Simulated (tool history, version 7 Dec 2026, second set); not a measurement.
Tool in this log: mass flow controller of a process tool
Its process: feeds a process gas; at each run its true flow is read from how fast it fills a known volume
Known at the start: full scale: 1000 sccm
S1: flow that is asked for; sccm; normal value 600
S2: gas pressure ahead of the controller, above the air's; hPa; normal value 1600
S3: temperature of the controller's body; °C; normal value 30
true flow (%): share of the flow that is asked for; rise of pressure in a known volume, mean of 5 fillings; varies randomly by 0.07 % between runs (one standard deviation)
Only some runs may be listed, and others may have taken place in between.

Run 1, day 0.000: usual settings. Result: true flow (%) 99.06.
Run 2, day 3.358: usual settings. Result: true flow (%) 99.10.
Run 3, day 5.933: usual settings. Result: true flow (%) 99.02.
Run 4, day 9.317: usual settings. Result: true flow (%) 99.18.
Run 5, day 12.929: usual settings but S3 21 °C. Result: true flow (%) 99.29.
Run 6, day 15.812: usual settings but S3 21 °C. Result: true flow (%) 99.21.
Run 7, day 20.617: usual settings but S2 1430 hPa, S3 21 °C. Result: true flow (%) 99.22.
Run 8, day 24.458: usual settings but S2 1430 hPa, S3 21 °C. Result: true flow (%) 99.13.
Run 9, day 27.171: usual settings but S2 1430 hPa, S3 21 °C. Result: true flow (%) 99.15.
Run 10, day 31.529: usual settings but S2 1980 hPa, S3 21 °C. Result: true flow (%) 99.35.
Run 11, day 34.058: usual settings but S2 1980 hPa, S3 21 °C. Result: true flow (%) 99.28.
Run 12, day 38.525: usual settings but S2 1980 hPa, S3 21 °C. Result: true flow (%) 99.30.
Run 13, day 42.679: usual settings but S2 1980 hPa, S3 21 °C. Result: true flow (%) 99.20.
Run 14, day 45.629: usual settings but S2 1900 hPa, S3 26 °C. Result: true flow (%) 99.04.
Run 15, day 50.079: usual settings but S2 1900 hPa, S3 26 °C. Result: true flow (%) 99.08.
Run 16, day 53.217: usual settings but S1 198 sccm, S2 1650 hPa, S3 25 °C. Result: true flow (%) 98.57.
Run 17, day 57.629: usual settings but S1 198 sccm, S2 1650 hPa, S3 25 °C. Result: true flow (%) 98.56.
Run 18, day 62.392: usual settings but S1 198 sccm, S2 1650 hPa, S3 25 °C. Result: true flow (%) 98.58.
Run 19, day 65.333: usual settings but S1 587 sccm, S2 1690 hPa, S3 20 °C. Result: true flow (%) 99.19.
Run 20, day 69.700: usual settings but S1 142 sccm, S2 1590 hPa, S3 29 °C. Result: true flow (%) 98.53.
Run 21, day 73.146: usual settings but S1 142 sccm, S2 1590 hPa, S3 29 °C. Result: true flow (%) 98.73.

4 options for the next run, each taken on its own from the tool as it stands now. Forecast them:
Run A, day 75.508: usual settings but S1 336 sccm, S2 2070 hPa, S3 22 °C. Result: true flow (%) ?.
Run B, day 75.508: usual settings but S1 150 sccm, S3 22 °C. Result: true flow (%) ?.
Run C, day 75.508: usual settings but S1 944 sccm, S2 1590 hPa, S3 29 °C. Result: true flow (%) ?.
Run D, day 75.508: usual settings but S1 152 sccm, S2 1410 hPa, S3 34 °C. Result: true flow (%) ?.

run  true flow (%)
  A          98.76
  B          98.76
  C          99.26
  D          98.33
With no hidden state in the tool, these same runs would have given:
run  true flow (%)
  A          99.04
  B          98.72
  C          99.69
  D          98.30
